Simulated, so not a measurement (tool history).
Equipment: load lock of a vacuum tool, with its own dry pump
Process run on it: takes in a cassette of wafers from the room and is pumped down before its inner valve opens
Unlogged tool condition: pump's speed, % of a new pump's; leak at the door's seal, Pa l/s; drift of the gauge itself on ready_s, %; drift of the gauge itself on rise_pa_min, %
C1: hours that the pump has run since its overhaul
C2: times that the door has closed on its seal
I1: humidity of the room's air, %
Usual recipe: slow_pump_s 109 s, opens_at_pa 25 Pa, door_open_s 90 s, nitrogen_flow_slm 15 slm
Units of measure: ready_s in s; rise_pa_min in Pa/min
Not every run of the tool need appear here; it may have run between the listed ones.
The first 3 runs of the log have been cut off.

run 4 hour=1428.3 | slow_pump_s=109 opens_at_pa=25 door_open_s=90 nitrogen_flow_slm=15 | C1=4751 C2=26120 | I1=46.5 | ready_s=223.1 rise_pa_min=0.045
run 5 hour=1858.3 | slow_pump_s=109 opens_at_pa=25 door_open_s=90 nitrogen_flow_slm=15 | C1=5181 C2=26708 | I1=47.0 | ready_s=226.8 rise_pa_min=0.046
run 6 hour=2163.1 | slow_pump_s=109 opens_at_pa=25 door_open_s=90 nitrogen_flow_slm=15 | C1=5485 C2=27126 | I1=48.3 | ready_s=225.0 rise_pa_min=0.051
run 7 hour=2615.7 | slow_pump_s=109 opens_at_pa=25 door_open_s=90 nitrogen_flow_slm=15 | C1=5938 C2=27745 | I1=44.0 | ready_s=225.4 rise_pa_min=0.038
run 8 hour=3260.4 | slow_pump_s=109 opens_at_pa=25 door_open_s=90 nitrogen_flow_slm=15 | C1=6583 C2=28628 | I1=45.1 | ready_s=224.6 rise_pa_min=0.044
run 9 hour=3830.7 | slow_pump_s=109 opens_at_pa=25 door_open_s=67 nitrogen_flow_slm=15 | C1=7153 C2=29409 | I1=46.8 | ready_s=225.0 rise_pa_min=0.034
run 10 hour=4199.9 | slow_pump_s=109 opens_at_pa=25 door_open_s=90 nitrogen_flow_slm=15 | C1=7522 C2=29914 | I1=47.1 | ready_s=224.9 rise_pa_min=0.042
run 11 hour=4866.1 | slow_pump_s=109 opens_at_pa=25 door_open_s=90 nitrogen_flow_slm=15 | C1=8188 C2=30827 | I1=45.1 | ready_s=223.5 rise_pa_min=0.040
run 12 hour=5177.0 | slow_pump_s=109 opens_at_pa=25 door_open_s=90 nitrogen_flow_slm=15 | C1=8499 C2=31252 | I1=44.4 | ready_s=225.9 rise_pa_min=0.045
run 13 hour=5537.8 | slow_pump_s=109 opens_at_pa=25 door_open_s=90 nitrogen_flow_slm=15 | C1=8860 C2=31746 | I1=47.3 | ready_s=224.1 rise_pa_min=0.039
run 14 hour=5919.8 | slow_pump_s=109 opens_at_pa=25 door_open_s=90 nitrogen_flow_slm=9 | C1=9242 C2=32269 | I1=46.5 | ready_s=223.4 rise_pa_min=0.050
run 15 hour=6248.3 | slow_pump_s=109 opens_at_pa=25 door_open_s=90 nitrogen_flow_slm=9 | C1=9571 C2=32719 | I1=43.1 | ready_s=225.4 rise_pa_min=0.049
run 16 hour=6539.7 | slow_pump_s=109 opens_at_pa=25 door_open_s=90 nitrogen_flow_slm=9 | C1=9862 C2=33118 | I1=44.8 | ready_s=225.9 rise_pa_min=0.049
run 17 hour=7049.4 | slow_pump_s=85 opens_at_pa=25 door_open_s=90 nitrogen_flow_slm=15 | C1=10372 C2=33816 | I1=42.5 | ready_s=206.9 rise_pa_min=0.041
run 18 hour=7689.2 | slow_pump_s=85 opens_at_pa=25 door_open_s=90 nitrogen_flow_slm=15 | C1=11012 C2=34692 | I1=46.4 | ready_s=205.5 rise_pa_min=0.043

Run 19 has not been measured yet. What should we expect?
run 19 hour=8110.4 | slow_pump_s=85 opens_at_pa=25 door_open_s=90 nitrogen_flow_slm=15 | C1=11433 C2=35268 | I1=45.6 | ready_s=? rise_pa_min=?

{"run 19": {"ready_s": 207.9, "rise_pa_min": 0.037}}
The same run, on a tool lacking any hidden state, would have yielded ready_s 207.8 s, rise_pa_min 0.037 Pa/min.
